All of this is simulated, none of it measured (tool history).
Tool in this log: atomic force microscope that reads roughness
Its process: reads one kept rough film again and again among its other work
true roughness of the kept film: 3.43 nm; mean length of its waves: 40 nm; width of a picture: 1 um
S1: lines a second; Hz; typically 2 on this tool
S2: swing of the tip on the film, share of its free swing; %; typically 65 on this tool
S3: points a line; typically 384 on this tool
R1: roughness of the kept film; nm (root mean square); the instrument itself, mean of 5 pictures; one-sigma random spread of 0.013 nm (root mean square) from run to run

run 1 day=0 | S1=2 S2=65 S3=384 | R1=3.058
run 2 day=0.258 | S1=2 S2=65 S3=384 | R1=3.044
run 3 day=0.504 | S1=2 S2=69 S3=384 | R1=2.983
run 4 day=0.746 | S1=1.88 S2=65 S3=384 | R1=3.053
run 5 day=1.142 | S1=2 S2=85 S3=384 | R1=2.697
run 6 day=1.475 | S1=2 S2=85 S3=384 | R1=2.682
run 7 day=1.829 | S1=2 S2=65 S3=384 | R1=3.064
run 8 day=2.338 | S1=2 S2=65 S3=384 | R1=3.059
run 9 day=2.55 | S1=2 S2=65 S3=384 | R1=3.053
run 10 day=3.05 | S1=2 S2=65 S3=384 | R1=3.049
run 11 day=3.488 | S1=2 S2=65 S3=384 | R1=3.065
run 12 day=3.892 | S1=2 S2=65 S3=384 | R1=3.043
run 13 day=4.112 | S1=2 S2=65 S3=384 | R1=3.053
run 14 day=4.383 | S1=1.74 S2=65 S3=384 | R1=3.075
run 15 day=4.712 | S1=2 S2=69 S3=384 | R1=3.011
run 16 day=5.208 | S1=2 S2=69 S3=384 | R1=2.989
run 17 day=5.621 | S1=2 S2=69 S3=384 | R1=2.978
run 18 day=5.962 | S1=2 S2=69 S3=384 | R1=2.997
run 19 day=6.262 | S1=2 S2=69 S3=384 | R1=3.008
run 20 day=6.675 | S1=2 S2=69 S3=384 | R1=2.972
-- day=7.008 new tip fitted
run 21 day=7.2 | S1=2 S2=69 S3=384 | R1=2.989
run 22 day=7.483 | S1=2 S2=65 S3=682 | R1=3.04
run 23 day=7.742 | S1=2 S2=65 S3=384 | R1=3.042
run 24 day=8.179 | S1=2 S2=65 S3=384 | R1=3.057
run 25 day=8.658 | S1=2 S2=65 S3=384 | R1=3.055
run 26 day=9.088 | S1=2 S2=65 S3=384 | R1=3.064
run 27 day=9.579 | S1=2 S2=65 S3=384 | R1=3.065
run 28 day=9.958 | S1=2.09 S2=87 S3=429 | R1=2.635
run 29 day=10.262 | S1=1.83 S2=65 S3=287 | R1=3.05
run 30 day=10.654 | S1=1.42 S2=76 S3=384 | R1=2.989
run 31 day=11.033 | S1=3.14 S2=76 S3=595 | R1=2.685
run 32 day=11.504 | S1=0.53 S2=62 S3=599 | R1=3.229
run 33 day=11.821 | S1=0.53 S2=62 S3=599 | R1=3.217
run 34 day=12.038 | S1=0.56 S2=65 S3=290 | R1=3.21
run 35 day=12.396 | S1=3.29 S2=70 S3=308 | R1=2.796
run 36 day=12.796 | S1=2.98 S2=81 S3=384 | R1=2.577
run 37 day=13.121 | S1=0.66 S2=75 S3=384 | R1=3.135
run 38 day=13.333 | S1=0.66 S2=75 S3=384 | R1=3.15
run 39 day=13.704 | S1=1.37 S2=87 S3=752 | R1=2.827
run 40 day=14.054 | S1=1.37 S2=87 S3=752 | R1=2.809
-- day=14.458 new tip fitted
run 41 day=14.458 | S1=1.37 S2=87 S3=752 | R1=2.843
run 42 day=14.954 | S1=0.85 S2=65 S3=782 | R1=3.169
run 43 day=15.417 | S1=0.85 S2=65 S3=782 | R1=3.188
run 44 day=15.821 | S1=3.16 S2=65 S3=804 | R1=2.937
run 45 day=16.192 | S1=3.16 S2=65 S3=804 | R1=2.926
run 46 day=16.521 | S1=3.16 S2=77 S3=804 | R1=2.665
run 47 day=16.996 | S1=2 S2=76 S3=384 | R1=2.892
run 48 day=17.321 | S1=2 S2=76 S3=384 | R1=2.88
run 49 day=17.562 | S1=2 S2=76 S3=384 | R1=2.864
run 50 day=17.992 | S1=2 S2=76 S3=384 | R1=2.868
run 51 day=18.438 | S1=2 S2=76 S3=384 | R1=2.876
run 52 day=18.796 | S1=2 S2=73 S3=384 | R1=2.926
run 53 day=19.025 | S1=2.35 S2=68 S3=381 | R1=2.974

Consider 3 possible next runs. They are alternatives, not a sequence: every one starts from the tool as it was left by run 53. What does each give?
run A day=19.296 | S1=2.35 S2=72 S3=587 | R1=?
run B day=19.296 | S1=2.45 S2=78 S3=381 | R1=?
run C day=19.296 | S1=2.35 S2=76 S3=474 | R1=?

run=A R1=2.907
run=B R1=2.758
run=C R1=2.827
Take away the tool's hidden state, keep each run's random variation, and the runs would have read:
run=A R1=2.91
run=B R1=2.76
run=C R1=2.829

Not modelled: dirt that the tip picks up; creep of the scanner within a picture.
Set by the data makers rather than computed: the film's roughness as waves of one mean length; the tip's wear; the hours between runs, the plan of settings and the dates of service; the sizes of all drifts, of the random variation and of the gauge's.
